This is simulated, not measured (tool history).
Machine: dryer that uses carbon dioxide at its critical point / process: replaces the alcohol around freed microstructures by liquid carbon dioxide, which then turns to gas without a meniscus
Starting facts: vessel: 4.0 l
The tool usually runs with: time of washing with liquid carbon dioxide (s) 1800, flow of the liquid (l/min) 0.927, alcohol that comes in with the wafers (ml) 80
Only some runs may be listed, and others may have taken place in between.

run,hour,time of washing with liquid carbon dioxide (s),flow of the liquid (l/min),alcohol that comes in with the wafers (ml),alcohol left in the vessel before it's heated (ppm by volume)
1,0,1800,0.927,80,39
2,12.6,1440,0.927,80,126
3,23,1440,0.927,80,127
4,33.3,1800,0.927,80,36
5,40.3,1800,1.564,80,7
6,51.8,1800,0.927,80,43
7,57.6,1800,0.927,80,35
8,70.5,1800,0.927,80,40
9,77.4,1800,0.927,80,48
10,83.5,1800,0.927,47,30
11,91.1,1800,0.927,47,35
12,103.7,1800,0.927,20,19
13,116.9,1800,0.927,80,54
14,128.3,1800,0.927,80,52
15,138,1800,0.927,80,54
16,143.4,1800,0.927,80,52
17,156.7,1800,0.856,80,69
18,164.2,1800,0.814,80,82
19,173.7,1920,0.814,80,63
20,181.3,1920,0.814,36,33
21,193.9,1920,0.814,36,28
22,207.1,1800,0.927,80,39
23,216.4,1980,1.341,39,13
24,226.1,2460,0.995,56,16
25,233.6,2460,0.783,63,32
26,245.5,1800,0.927,72,46
27,251.3,1200,0.806,38,259
# hour 257.5: inlet filter changed
28,261,1800,0.927,45,24
29,273.8,1800,0.927,45,31
30,286.3,1740,0.927,67,33
31,291.8,1740,0.856,93,66
32,302.4,2400,0.576,52,74
33,314.8,2400,0.576,52,69
34,323.8,1200,0.576,64,1099
35,336.8,1200,0.576,64,1079
36,343.7,1440,0.576,55,546
37,356,2040,0.631,49,86
38,365.9,1380,0.898,80,156
39,378.8,1680,1.441,26,14
40,390.3,1680,1.441,26,20
41,400.5,1680,1.441,26,16
42,411.1,1680,1.441,26,12
43,419,1380,0.755,80,350
44,428,2400,0.705,42,36

How would selected steps in alcohol left in the vessel before it's heated (ppm by volume) from run to run divide? Give the signed amount a tool lacking its hidden state would still show from settings, what came in and random variation, and the signed amount left for the hidden state, including any gauge scatter that is not in both of the compared results.
Hidden state at play: flow that reaches the vessel past the clogged filter, %; alcohol in the recycled carbon dioxide, ppm; drift of the gauge itself on alcohol_ppm, %.
Run 1 -> 2: time of washing with liquid carbon dioxide (s) 1800 -> 1440. alcohol left in the vessel before it's heated (ppm by volume) +87: hidden state +19, all else +68.
Run 26 -> 27: time of washing with liquid carbon dioxide (s) 1800 -> 1200, flow of the liquid (l/min) 0.927 -> 0.806, alcohol that comes in with the wafers (ml) 72 -> 38. alcohol left in the vessel before it's heated (ppm by volume) +213: hidden state +41, all else +172.
Run 27 -> 28: time of washing with liquid carbon dioxide (s) 1200 -> 1800, flow of the liquid (l/min) 0.806 -> 0.927, alcohol that comes in with the wafers (ml) 38 -> 45, inlet filter changed. alcohol left in the vessel before it's heated (ppm by volume) -235: hidden state -50, all else -185.
Run 33 -> 34: time of washing with liquid carbon dioxide (s) 2400 -> 1200, alcohol that comes in with the wafers (ml) 52 -> 64. alcohol left in the vessel before it's heated (ppm by volume) +1030: hidden state +14, all else +1016.
Run 35 -> 36: time of washing with liquid carbon dioxide (s) 1200 -> 1440, alcohol that comes in with the wafers (ml) 64 -> 55. alcohol left in the vessel before it's heated (ppm by volume) -533: hidden state -7, all else -526.
Run 36 -> 37: time of washing with liquid carbon dioxide (s) 1440 -> 2040, flow of the liquid (l/min) 0.576 -> 0.631, alcohol that comes in with the wafers (ml) 55 -> 49. alcohol left in the vessel before it's heated (ppm by volume) -460: hidden state -8, all else -452.
